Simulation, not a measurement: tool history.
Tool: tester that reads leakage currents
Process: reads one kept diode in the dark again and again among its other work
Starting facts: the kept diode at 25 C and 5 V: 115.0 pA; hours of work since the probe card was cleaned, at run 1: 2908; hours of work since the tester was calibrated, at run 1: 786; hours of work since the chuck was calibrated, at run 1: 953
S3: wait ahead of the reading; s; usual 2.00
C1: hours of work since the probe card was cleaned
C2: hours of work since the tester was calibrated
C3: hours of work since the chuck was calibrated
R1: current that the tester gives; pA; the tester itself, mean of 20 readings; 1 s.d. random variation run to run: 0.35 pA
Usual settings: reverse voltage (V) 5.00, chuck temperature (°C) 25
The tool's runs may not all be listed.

{"run": 1, "hour": 0.0, "reverse voltage (V)": 5.0, "chuck temperature (°C)": 25, "S3": 2.0, "C1": 2908, "C2": 786, "C3": 953, "R1": 135.14}
{"run": 2, "hour": 80.4, "reverse voltage (V)": 5.0, "chuck temperature (°C)": 25, "S3": 2.0, "C1": 2952, "C2": 831, "C3": 998, "R1": 135.23}
{"run": 3, "hour": 115.7, "reverse voltage (V)": 5.0, "chuck temperature (°C)": 25, "S3": 2.0, "C1": 2972, "C2": 850, "C3": 1017, "R1": 136.29}
{"run": 4, "hour": 188.7, "reverse voltage (V)": 5.0, "chuck temperature (°C)": 25, "S3": 2.0, "C1": 3012, "C2": 891, "C3": 1058, "R1": 136.18}
{"run": 5, "hour": 253.4, "reverse voltage (V)": 5.0, "chuck temperature (°C)": 25, "S3": 2.0, "C1": 3048, "C2": 926, "C3": 1093, "R1": 136.02}
{"run": 6, "hour": 329.9, "reverse voltage (V)": 5.0, "chuck temperature (°C)": 25, "S3": 2.0, "C1": 3091, "C2": 969, "C3": 1136, "R1": 138.56}
{"run": 7, "hour": 388.6, "reverse voltage (V)": 5.0, "chuck temperature (°C)": 25, "S3": 2.0, "C1": 3123, "C2": 1001, "C3": 1168, "R1": 137.52}
{"run": 8, "hour": 436.3, "reverse voltage (V)": 5.0, "chuck temperature (°C)": 25, "S3": 2.0, "C1": 3150, "C2": 1028, "C3": 1195, "R1": 138.29}
{"run": 9, "hour": 511.2, "reverse voltage (V)": 5.0, "chuck temperature (°C)": 25, "S3": 1.02, "C1": 3191, "C2": 1069, "C3": 1236, "R1": 139.14}
{"run": 10, "hour": 572.3, "reverse voltage (V)": 5.0, "chuck temperature (°C)": 25, "S3": 1.02, "C1": 3225, "C2": 1103, "C3": 1270, "R1": 139.3}
{"run": 11, "hour": 653.4, "reverse voltage (V)": 5.0, "chuck temperature (°C)": 38, "S3": 2.0, "C1": 3270, "C2": 1148, "C3": 1315, "R1": 400.76}
{"run": 12, "hour": 711.7, "reverse voltage (V)": 5.0, "chuck temperature (°C)": 38, "S3": 2.0, "C1": 3302, "C2": 1180, "C3": 1347, "R1": 402.11}
{"hour": 719.3, "done": "chuck's temperature calibrated"}
{"run": 13, "hour": 766.5, "reverse voltage (V)": 5.0, "chuck temperature (°C)": 25, "S3": 2.0, "C1": 3332, "C2": 1210, "C3": 26, "R1": 124.93}
{"run": 14, "hour": 808.4, "reverse voltage (V)": 5.0, "chuck temperature (°C)": 25, "S3": 2.0, "C1": 3355, "C2": 1233, "C3": 49, "R1": 126.03}
{"run": 15, "hour": 868.1, "reverse voltage (V)": 14.51, "chuck temperature (°C)": 25, "S3": 2.0, "C1": 3388, "C2": 1266, "C3": 82, "R1": 247.26}
{"run": 16, "hour": 935.4, "reverse voltage (V)": 14.51, "chuck temperature (°C)": 25, "S3": 2.0, "C1": 3425, "C2": 1303, "C3": 120, "R1": 248.16}
{"run": 17, "hour": 984.8, "reverse voltage (V)": 5.0, "chuck temperature (°C)": 25, "S3": 2.0, "C1": 3452, "C2": 1331, "C3": 147, "R1": 126.97}
{"run": 18, "hour": 1042.6, "reverse voltage (V)": 5.0, "chuck temperature (°C)": 25, "S3": 2.0, "C1": 3484, "C2": 1363, "C3": 179, "R1": 127.73}
{"run": 19, "hour": 1076.0, "reverse voltage (V)": 5.0, "chuck temperature (°C)": 25, "S3": 2.0, "C1": 3503, "C2": 1381, "C3": 198, "R1": 128.18}
{"run": 20, "hour": 1145.5, "reverse voltage (V)": 14.02, "chuck temperature (°C)": 25, "S3": 2.0, "C1": 3541, "C2": 1420, "C3": 236, "R1": 245.67}
{"run": 21, "hour": 1198.7, "reverse voltage (V)": 14.02, "chuck temperature (°C)": 26, "S3": 0.86, "C1": 3571, "C2": 1449, "C3": 266, "R1": 267.89}
{"run": 22, "hour": 1246.6, "reverse voltage (V)": 9.33, "chuck temperature (°C)": 29, "S3": 0.86, "C1": 3598, "C2": 1476, "C3": 292, "R1": 262.56}
{"run": 23, "hour": 1293.2, "reverse voltage (V)": 2.69, "chuck temperature (°C)": 23, "S3": 2.22, "C1": 3623, "C2": 1501, "C3": 318, "R1": 74.8}
{"run": 24, "hour": 1330.5, "reverse voltage (V)": 2.18, "chuck temperature (°C)": 39, "S3": 2.02, "C1": 3644, "C2": 1522, "C3": 339, "R1": 245.55}
{"hour": 1363.0, "done": "probe card cleaned and baked"}
{"run": 25, "hour": 1385.8, "reverse voltage (V)": 2.18, "chuck temperature (°C)": 39, "S3": 2.02, "C1": 13, "C2": 1551, "C3": 368, "R1": 241.37}
{"run": 26, "hour": 1435.0, "reverse voltage (V)": 2.18, "chuck temperature (°C)": 50, "S3": 2.02, "C1": 40, "C2": 1578, "C3": 395, "R1": 574.79}
{"run": 27, "hour": 1499.8, "reverse voltage (V)": 14.0, "chuck temperature (°C)": 50, "S3": 0.37, "C1": 76, "C2": 1614, "C3": 431, "R1": 1695.52}
{"run": 28, "hour": 1575.3, "reverse voltage (V)": 17.86, "chuck temperature (°C)": 51, "S3": 0.92, "C1": 118, "C2": 1656, "C3": 473, "R1": 2113.31}
{"run": 29, "hour": 1612.2, "reverse voltage (V)": 17.86, "chuck temperature (°C)": 51, "S3": 0.92, "C1": 138, "C2": 1677, "C3": 493, "R1": 2118.31}
{"run": 30, "hour": 1690.8, "reverse voltage (V)": 17.86, "chuck temperature (°C)": 51, "S3": 0.92, "C1": 182, "C2": 1720, "C3": 537, "R1": 2110.6}
{"run": 31, "hour": 1752.6, "reverse voltage (V)": 5.0, "chuck temperature (°C)": 55, "S3": 2.0, "C1": 216, "C2": 1754, "C3": 571, "R1": 1368.48}
{"run": 32, "hour": 1828.3, "reverse voltage (V)": 1.13, "chuck temperature (°C)": 34, "S3": 2.0, "C1": 258, "C2": 1796, "C3": 613, "R1": 110.87}
{"run": 33, "hour": 1877.9, "reverse voltage (V)": 1.13, "chuck temperature (°C)": 34, "S3": 2.0, "C1": 285, "C2": 1824, "C3": 640, "R1": 111.42}
{"run": 34, "hour": 1938.6, "reverse voltage (V)": 9.48, "chuck temperature (°C)": 22, "S3": 8.13, "C1": 319, "C2": 1857, "C3": 674, "R1": 135.58}
{"run": 35, "hour": 2006.4, "reverse voltage (V)": 1.21, "chuck temperature (°C)": 25, "S3": 2.46, "C1": 357, "C2": 1895, "C3": 712, "R1": 53.37}
{"run": 36, "hour": 2047.9, "reverse voltage (V)": 12.04, "chuck temperature (°C)": 52, "S3": 6.27, "C1": 380, "C2": 1918, "C3": 735, "R1": 1837.31}
{"run": 37, "hour": 2082.3, "reverse voltage (V)": 5.0, "chuck temperature (°C)": 26, "S3": 2.31, "C1": 399, "C2": 1937, "C3": 754, "R1": 134.57}
{"run": 38, "hour": 2134.4, "reverse voltage (V)": 5.82, "chuck temperature (°C)": 26, "S3": 1.28, "C1": 427, "C2": 1966, "C3": 782, "R1": 147.67}
{"run": 39, "hour": 2184.9, "reverse voltage (V)": 5.82, "chuck temperature (°C)": 26, "S3": 1.28, "C1": 455, "C2": 1994, "C3": 810, "R1": 147.59}
{"run": 40, "hour": 2246.8, "reverse voltage (V)": 5.82, "chuck temperature (°C)": 26, "S3": 3.91, "C1": 490, "C2": 2028, "C3": 845, "R1": 148.49}

For some of the steps in R1 from one run to the next: how much would appear even if the tool had no hidden state, given the settings, what came in and random variation, and how much remains for the hidden state plus any gauge scatter that the measured result and the result without hidden state don't share?
Hidden conditions of the tool in this case: stray current of the dirty probe card, pA a volt; current scale over the true one, %; true chuck temperature over the reading, C; drift of the gauge itself on leakage_pa, %.
Run 12 -> 13: chuck temperature (°C) 38 -> 25, chuck's temperature calibrated. R1 -277.18 pA: hidden state -39.58, all else -237.60.
Run 31 -> 32: reverse voltage (V) 5.00 -> 1.13, chuck temperature (°C) 55 -> 34. R1 -1257.61 pA: hidden state -38.46, all else -1219.15.
Run 35 -> 36: reverse voltage (V) 1.21 -> 12.04, chuck temperature (°C) 25 -> 52, S3 2.46 -> 6.27. R1 +1783.94 pA: hidden state +76.88, all else +1707.06.
Run 36 -> 37: reverse voltage (V) 12.04 -> 5.00, chuck temperature (°C) 52 -> 26, S3 6.27 -> 2.31. R1 -1702.74 pA: hidden state -71.76, all else -1630.98.
